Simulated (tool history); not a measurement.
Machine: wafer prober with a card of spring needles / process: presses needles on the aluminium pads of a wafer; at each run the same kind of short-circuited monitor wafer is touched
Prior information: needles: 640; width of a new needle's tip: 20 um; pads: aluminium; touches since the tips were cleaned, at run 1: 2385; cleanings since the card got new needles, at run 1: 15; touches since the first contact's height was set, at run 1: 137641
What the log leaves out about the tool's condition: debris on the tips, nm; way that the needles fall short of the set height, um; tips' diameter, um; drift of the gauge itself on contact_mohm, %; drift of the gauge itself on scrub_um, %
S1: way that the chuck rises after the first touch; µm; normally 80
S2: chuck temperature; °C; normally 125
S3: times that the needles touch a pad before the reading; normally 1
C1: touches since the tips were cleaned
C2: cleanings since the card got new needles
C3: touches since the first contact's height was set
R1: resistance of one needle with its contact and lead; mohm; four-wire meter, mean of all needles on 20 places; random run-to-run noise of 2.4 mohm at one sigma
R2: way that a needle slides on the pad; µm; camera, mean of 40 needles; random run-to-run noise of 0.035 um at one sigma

run,day,S1,S2,S3,C1,C2,C3,R1,R2
1,0,80,125,1,2385,15,137641,319,9.72
2,0.371,80,125,1,5503,15,140759,343,9.73
# day 0.629: tips cleaned on abrasive film
3,0.888,80,125,1,2166,16,145060,375,9.65
4,1.412,80,125,2,6543,16,149437,329,9.7
# day 1.554: tips cleaned on abrasive film
5,1.829,80,125,1,2286,17,152907,322,9.6
6,2.279,80,59,1,6048,17,156669,339,9.61
# day 2.483: tips cleaned on abrasive film
7,2.521,80,59,3,346,18,158693,260,9.64
# day 2.629: tips cleaned on abrasive film, once more
8,2.779,80,59,3,1259,19,160823,267,9.58
9,3.021,93,59,3,3287,19,162851,271,11.24
10,3.279,93,59,3,5436,19,165000,280,11.21
# day 3.583: tips cleaned on abrasive film
11,3.583,80,125,3,0,20,167505,271,9.65
12,4.029,90,125,1,3738,20,171243,321,10.82
13,4.304,90,125,1,6047,20,173552,334,10.83
# day 4.508: tips cleaned on abrasive film
14,4.667,90,125,1,1318,21,176561,308,10.8
15,5.112,90,29,1,5078,21,180321,311,10.84
16,5.388,90,29,1,7380,21,182623,316,10.82
# day 5.442: tips cleaned on abrasive film
17,5.933,90,29,1,4115,22,187157,303,10.85
# day 6.258: height of the first contact set anew
# day 6.383: tips cleaned on abrasive film
18,6.404,90,29,1,176,23,1170,256,11.04
19,6.904,90,29,1,4359,23,5353,308,11.11
# day 7.321: tips cleaned on abrasive film
20,7.442,90,29,1,1013,24,9848,277,11.06
21,8,90,63,1,5674,24,14509,316,11.12
# day 8.233: tips cleaned on abrasive film
22,8.233,70,63,2,0,25,16432,265,8.6
23,8.65,85,125,3,3503,25,19935,289,10.46
24,8.988,87,125,3,6323,25,22755,297,10.7
# day 9.167: tips cleaned on abrasive film
25,9.408,86,125,3,2029,26,26258,287,10.53
26,9.688,73,25,3,4381,26,28610,280,8.94
27,10.058,95,125,1,7470,26,31699,324,11.66
# day 10.108: tips cleaned on abrasive film
28,10.35,80,55,2,2042,27,34125,283,9.83
29,10.875,75,55,2,6441,27,38524,313,9.25
# day 11.033: tips cleaned on abrasive film
30,11.296,72,76,2,2194,28,42002,300,8.85
31,11.571,79,61,2,4507,28,44315,306,9.66
# day 11.962: tips cleaned on abrasive film
32,12.104,79,60,1,1186,29,48763,297,9.72
33,12.525,67,125,1,4712,29,52289,370,8.17
# day 12.908: tips cleaned on abrasive film
34,12.917,66,30,2,76,30,55543,260,8.11
35,13.388,84,30,3,4020,30,59487,268,10.23

The same runs without the tool's hidden state, with the same run-to-run variation:
run,R1,R2
1,273,9.86
2,274,9.87
3,278,9.84
4,278,9.89
5,272,9.8
6,256,9.82
7,252,9.86
8,252,9.8
9,251,11.46
10,256,11.44
11,267,9.88
12,268,11.05
13,272,11.06
14,276,11.04
15,243,11.07
16,242,11.07
17,241,11.1
18,245,11.05
19,245,11.11
20,246,11.08
21,251,11.13
22,259,8.63
23,270,10.48
24,273,10.73
25,272,10.56
26,246,8.97
27,267,11.69
28,250,9.87
29,256,9.29
30,261,8.9
31,260,9.71
32,256,9.78
33,276,8.23
34,251,8.18
35,243,10.3
